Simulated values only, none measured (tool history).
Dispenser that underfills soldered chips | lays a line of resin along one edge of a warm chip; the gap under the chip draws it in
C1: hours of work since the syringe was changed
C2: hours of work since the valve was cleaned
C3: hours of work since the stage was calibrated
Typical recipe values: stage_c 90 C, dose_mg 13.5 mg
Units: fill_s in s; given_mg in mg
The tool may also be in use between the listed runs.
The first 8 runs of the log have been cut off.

At hour 61.3: new syringe of resin.
Run 9, hour 66.2: usual settings but dose_mg 13.2 mg; C1 4; C2 13; C3 369. Result: fill_s 39.9 s, given_mg 13.15 mg.
Run 10, hour 71.3: usual settings but dose_mg 12.5 mg; C1 7; C2 17; C3 373. Result: fill_s 55.2 s, given_mg 12.41 mg.
At hour 76.6: new syringe of resin.
Run 11, hour 79.2: usual settings but dose_mg 12.5 mg; C1 2; C2 23; C3 379. Result: fill_s 35.8 s, given_mg 12.35 mg.
Run 12, hour 89.1: usual settings but stage_c 95 C; C1 9; C2 30; C3 386. Result: fill_s 52.3 s, given_mg 13.38 mg.
At hour 92.2: new syringe of resin.
Run 13, hour 97: usual settings but stage_c 95 C; C1 4; C2 36; C3 391. Result: fill_s 35 s, given_mg 13.3 mg.
At hour 107.5: new syringe of resin.
Run 14, hour 108.1: usual settings; C1 0; C2 44; C3 399. Result: fill_s 31.3 s, given_mg 13.29 mg.
Run 15, hour 115: usual settings; C1 6; C2 49; C3 405. Result: fill_s 46.6 s, given_mg 13.24 mg.
At hour 122.4: new syringe of resin.
Run 16, hour 125.5: usual settings; C1 2; C2 56; C3 412. Result: fill_s 35.1 s, given_mg 13.23 mg.
Run 17, hour 130.8: usual settings; C1 6; C2 60; C3 416. Result: fill_s 47.5 s, given_mg 13.14 mg.
At hour 137.6: new syringe of resin.
Run 18, hour 141.3: usual settings but stage_c 79 C; C1 3; C2 68; C3 424. Result: fill_s 50.6 s, given_mg 13.17 mg.
Run 19, hour 151.4: usual settings but stage_c 78 C, dose_mg 12.8 mg; C1 10; C2 75; C3 431. Result: fill_s 96.6 s, given_mg 12.41 mg.
At hour 152.7: new syringe of resin.
Run 20, hour 160.7: usual settings but stage_c 78 C, dose_mg 12.8 mg; C1 6; C2 82; C3 438. Result: fill_s 67.8 s, given_mg 12.42 mg.
At hour 168.1: new syringe of resin.
Run 21, hour 168.6: usual settings but stage_c 78 C, dose_mg 12.8 mg; C1 0; C2 88; C3 443. Result: fill_s 44 s, given_mg 12.34 mg.
Run 22, hour 176.1: usual settings but stage_c 78 C, dose_mg 12.8 mg; C1 6; C2 93; C3 449. Result: fill_s 67.2 s, given_mg 12.3 mg.
Run 23, hour 181.4: usual settings but stage_c 86 C, dose_mg 14.9 mg; C1 10; C2 97; C3 453. Result: fill_s 70.7 s, given_mg 14.31 mg.
At hour 183: new syringe of resin.
Run 24, hour 190.3: usual settings but stage_c 86 C, dose_mg 13.6 mg; C1 5; C2 103; C3 459. Result: fill_s 50.7 s, given_mg 13.04 mg.
At hour 198: new syringe of resin.
At hour 199: dispensing valve cleaned and set on the balance.
Run 25, hour 199: usual settings but stage_c 79 C, dose_mg 14.1 mg; C1 0; C2 0; C3 465. Result: fill_s 39.4 s, given_mg 14.14 mg.
Run 26, hour 208.2: usual settings but stage_c 79 C, dose_mg 14.1 mg; C1 7; C2 7; C3 472. Result: fill_s 68.4 s, given_mg 14.03 mg.
At hour 214.6: new syringe of resin.
Run 27, hour 219.4: usual settings but stage_c 79 C, dose_mg 14.1 mg; C1 4; C2 15; C3 480. Result: fill_s 53.1 s, given_mg 13.96 mg.
Run 28, hour 226.8: usual settings but stage_c 79 C, dose_mg 17.1 mg; C1 9; C2 20; C3 485. Result: fill_s 79.5 s, given_mg 17.01 mg.
At hour 229.9: new syringe of resin.
Run 29, hour 236.9: usual settings but stage_c 79 C, dose_mg 17.1 mg; C1 5; C2 28; C3 492. Result: fill_s 59.3 s, given_mg 16.83 mg.
At hour 244.7: new syringe of resin.
Run 30, hour 248.5: usual settings but stage_c 91 C, dose_mg 14.3 mg; C1 3; C2 36; C3 501. Result: fill_s 34.5 s, given_mg 14.04 mg.
Run 31, hour 258.9: usual settings but stage_c 99 C, dose_mg 15.7 mg; C1 10; C2 44; C3 508. Result: fill_s 49.5 s, given_mg 15.34 mg.
At hour 260: new syringe of resin.
Run 32, hour 265.9: usual settings but stage_c 104 C; C1 4; C2 49; C3 513. Result: fill_s 28.3 s, given_mg 13.23 mg.
Run 33, hour 271.2: usual settings but stage_c 104 C; C1 8; C2 53; C3 517. Result: fill_s 38.6 s, given_mg 13.19 mg.

Run 34 is up next; what results do you expect?
At hour 275.2: new syringe of resin.
Run 34, hour 278: usual settings but stage_c 87 C, dose_mg 17.2 mg; C1 2; C2 57; C3 522. Result: fill_s ?, given_mg ?.

fill_s: 35.8 s
given_mg: 16.75 mg
Minus the tool's unlogged condition, the same run would have read fill_s 33.1 s, given_mg 17.17 mg.

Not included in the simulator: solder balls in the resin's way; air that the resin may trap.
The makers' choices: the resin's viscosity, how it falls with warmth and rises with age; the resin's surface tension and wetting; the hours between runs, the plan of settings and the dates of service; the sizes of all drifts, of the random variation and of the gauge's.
